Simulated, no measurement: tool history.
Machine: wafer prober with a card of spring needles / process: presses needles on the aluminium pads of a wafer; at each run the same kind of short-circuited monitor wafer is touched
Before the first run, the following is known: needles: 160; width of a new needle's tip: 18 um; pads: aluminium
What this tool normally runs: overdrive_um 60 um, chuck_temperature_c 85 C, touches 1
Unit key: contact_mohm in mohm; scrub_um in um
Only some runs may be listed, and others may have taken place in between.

run	hour	overdrive_um	chuck_temperature_c	touches	contact_mohm	scrub_um
1	0.0	60	85	1	140	15.01
# hour 27.0: tips cleaned on abrasive film
# hour 32.0: height of the first contact set anew
2	39.8	60	85	1	139	14.98
# hour 73.5: tips cleaned on abrasive film
3	76.5	60	85	1	138	14.96
4	118.8	75	85	1	133	18.73
# hour 121.0: tips cleaned on abrasive film
5	137.2	75	85	1	137	18.72
# hour 167.5: tips cleaned on abrasive film
6	171.3	75	85	1	132	18.66
7	192.0	60	89	1	142	14.99
# hour 216.8: tips cleaned on abrasive film
8	224.2	60	85	3	138	14.95
# hour 263.4: tips cleaned on abrasive film
9	264.9	60	85	3	142	14.94
10	295.9	60	85	3	139	14.93
# hour 311.1: tips cleaned on abrasive film
11	335.1	60	85	3	139	14.94
# hour 358.2: tips cleaned on abrasive film
12	360.6	60	85	1	139	14.87
13	397.2	60	85	2	140	14.89
# hour 406.7: tips cleaned on abrasive film
14	429.5	60	85	1	140	14.90
15	448.1	60	85	1	138	14.88
# hour 453.5: tips cleaned on abrasive film
16	481.1	60	85	1	140	14.90
# hour 501.5: tips cleaned on abrasive film
17	516.1	60	85	1	138	14.86
# hour 528.4: gauge calibrated
18	544.3	60	85	1	140	15.02
# hour 550.1: tips cleaned on abrasive film
19	572.4	60	85	1	138	14.99
# hour 597.1: tips cleaned on abrasive film
20	597.1	70	54	2	129	17.49
21	639.5	70	54	2	131	17.50
# hour 646.4: tips cleaned on abrasive film
22	657.2	60	26	2	129	15.00
23	684.6	69	61	3	133	17.22
# hour 693.5: tips cleaned on abrasive film
24	712.0	69	61	1	132	17.17
# hour 742.3: tips cleaned on abrasive film
25	753.4	60	26	2	129	14.94
26	783.7	60	38	2	132	14.91
# hour 790.1: tips cleaned on abrasive film
# hour 810.1: height of the first contact set anew
27	822.5	60	85	1	136	14.90
# hour 836.6: tips cleaned on abrasive film
28	862.9	60	85	1	136	14.94
# hour 883.8: tips cleaned on abrasive film
29	901.3	67	34	1	129	16.65
# hour 930.8: tips cleaned on abrasive film
30	932.2	43	109	1	154	10.66
31	971.0	60	47	1	133	14.87
# hour 977.8: tips cleaned on abrasive film
32	1000.0	60	47	1	132	14.87
# hour 1025.5: tips cleaned on abrasive film
33	1025.5	60	47	1	133	14.88

Predict each of these 4 candidate next runs independently; none follows another, all start after run 33:
A	1043.9	77	85	1	?	?
B	1043.9	60	75	1	?	?
C	1043.9	47	85	1	?	?
D	1043.9	48	90	1	?	?

run	contact_mohm	scrub_um
A	136	19.07
B	137	14.83
C	146	11.66
D	145	11.89
The same runs, with their run-to-run variation unchanged, on a tool lacking any hidden condition would have given:
run	contact_mohm	scrub_um
A	135	19.25
B	137	14.98
C	146	11.77
D	145	12.00

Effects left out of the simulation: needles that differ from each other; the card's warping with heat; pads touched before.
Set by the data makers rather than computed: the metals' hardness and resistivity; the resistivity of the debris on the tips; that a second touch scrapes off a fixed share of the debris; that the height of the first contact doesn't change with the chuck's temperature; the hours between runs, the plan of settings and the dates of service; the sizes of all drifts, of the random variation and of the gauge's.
